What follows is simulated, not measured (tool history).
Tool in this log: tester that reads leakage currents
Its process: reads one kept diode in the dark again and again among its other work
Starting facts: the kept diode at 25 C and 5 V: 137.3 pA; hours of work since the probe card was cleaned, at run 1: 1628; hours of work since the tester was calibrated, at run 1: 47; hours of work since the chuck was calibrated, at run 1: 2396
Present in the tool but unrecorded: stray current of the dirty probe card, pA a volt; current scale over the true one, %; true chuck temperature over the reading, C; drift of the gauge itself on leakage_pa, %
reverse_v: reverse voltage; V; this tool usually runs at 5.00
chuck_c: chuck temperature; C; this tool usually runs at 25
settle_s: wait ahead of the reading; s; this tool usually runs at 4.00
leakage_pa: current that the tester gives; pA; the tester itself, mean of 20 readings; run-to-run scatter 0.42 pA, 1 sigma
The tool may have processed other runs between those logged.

| run | hour | reverse_v | chuck_c | settle_s | hours of work since the probe card was cleaned | hours of work since the tester was calibrated | hours of work since the chuck was calibrated | leakage_pa |
|---|---|---|---|---|---|---|---|---|
| 1 | 0.0 | 5.00 | 25 | 4.00 | 1628 | 47 | 2396 | 171.04 |
|  | 50.2 | chuck's temperature calibrated |
| 2 | 90.4 | 5.00 | 25 | 4.00 | 1688 | 107 | 27 | 139.40 |
| 3 | 177.6 | 1.32 | 25 | 4.00 | 1747 | 166 | 86 | 85.07 |
| 4 | 268.0 | 1.32 | 25 | 4.00 | 1808 | 227 | 148 | 85.40 |
| 5 | 323.9 | 1.32 | 25 | 4.00 | 1846 | 265 | 186 | 85.14 |
| 6 | 384.3 | 1.32 | 25 | 4.00 | 1887 | 306 | 227 | 85.77 |
| 7 | 430.3 | 1.32 | 25 | 9.38 | 1918 | 337 | 258 | 86.15 |
| 8 | 525.4 | 1.32 | 25 | 9.38 | 1983 | 402 | 322 | 86.45 |
| 9 | 572.3 | 1.32 | 25 | 9.38 | 2015 | 433 | 354 | 86.30 |
| 10 | 664.3 | 5.00 | 42 | 4.00 | 2077 | 496 | 416 | 643.05 |
| 11 | 751.8 | 5.00 | 42 | 4.00 | 2136 | 555 | 476 | 644.73 |
| 12 | 827.3 | 5.00 | 42 | 4.00 | 2187 | 606 | 527 | 645.35 |
| 13 | 887.5 | 2.80 | 42 | 4.00 | 2228 | 647 | 568 | 521.67 |
| 14 | 972.8 | 2.80 | 42 | 4.00 | 2286 | 705 | 625 | 526.88 |
| 15 | 1054.6 | 2.80 | 23 | 4.00 | 2342 | 760 | 681 | 98.07 |
| 16 | 1144.2 | 1.79 | 23 | 4.00 | 2402 | 821 | 742 | 83.35 |
| 17 | 1193.4 | 5.00 | 25 | 4.00 | 2436 | 855 | 775 | 149.56 |
| 18 | 1276.0 | 5.00 | 25 | 4.00 | 2492 | 911 | 831 | 149.02 |
| 19 | 1333.6 | 5.00 | 45 | 4.00 | 2531 | 950 | 870 | 850.95 |
| 20 | 1372.5 | 5.00 | 45 | 4.00 | 2557 | 976 | 896 | 852.69 |
| 21 | 1422.4 | 5.00 | 45 | 4.00 | 2591 | 1010 | 930 | 851.82 |
| 22 | 1506.5 | 3.08 | 25 | 4.00 | 2648 | 1067 | 987 | 125.24 |
| 23 | 1598.1 | 3.78 | 50 | 2.17 | 2710 | 1129 | 1049 | 1163.09 |
| 24 | 1678.7 | 3.78 | 50 | 2.17 | 2765 | 1184 | 1104 | 1167.83 |
| 25 | 1752.5 | 5.00 | 25 | 0.60 | 2815 | 1234 | 1154 | 155.01 |
| 26 | 1799.2 | 2.13 | 25 | 3.64 | 2846 | 1265 | 1186 | 110.84 |
| 27 | 1850.7 | 2.13 | 25 | 3.64 | 2881 | 1300 | 1221 | 110.87 |
| 28 | 1889.8 | 2.54 | 25 | 2.32 | 2908 | 1327 | 1247 | 118.63 |
| 29 | 1950.6 | 2.54 | 25 | 2.32 | 2949 | 1368 | 1288 | 120.23 |
| 30 | 2006.0 | 15.46 | 25 | 5.46 | 2987 | 1405 | 1326 | 243.02 |
| 31 | 2050.5 | 5.00 | 42 | 7.42 | 3017 | 1436 | 1356 | 687.31 |
| 32 | 2124.9 | 5.00 | 42 | 7.42 | 3067 | 1486 | 1407 | 687.52 |
| 33 | 2187.7 | 5.88 | 35 | 1.93 | 3110 | 1529 | 1449 | 406.73 |
| 34 | 2233.2 | 5.88 | 35 | 1.93 | 3141 | 1559 | 1480 | 405.92 |
|  | 2246.0 | probe card cleaned and baked |
| 35 | 2325.2 | 7.19 | 59 | 3.03 | 54 | 1620 | 1540 | 3026.70 |
| 36 | 2382.6 | 4.70 | 27 | 6.46 | 93 | 1659 | 1579 | 180.00 |
| 37 | 2467.0 | 6.57 | 28 | 8.45 | 150 | 1716 | 1636 | 225.01 |
| 38 | 2520.3 | 6.57 | 41 | 4.43 | 186 | 1752 | 1673 | 702.89 |

Run 39 is up next; what results do you expect?
| 39 | 2602.3 | 6.57 | 41 | 4.43 | 242 | 1808 | 1728 | ? |

{"run 39": {"leakage_pa": 709.74}}
The same run, on a tool lacking any hidden state, would have yielded leakage_pa 635.63 pA.
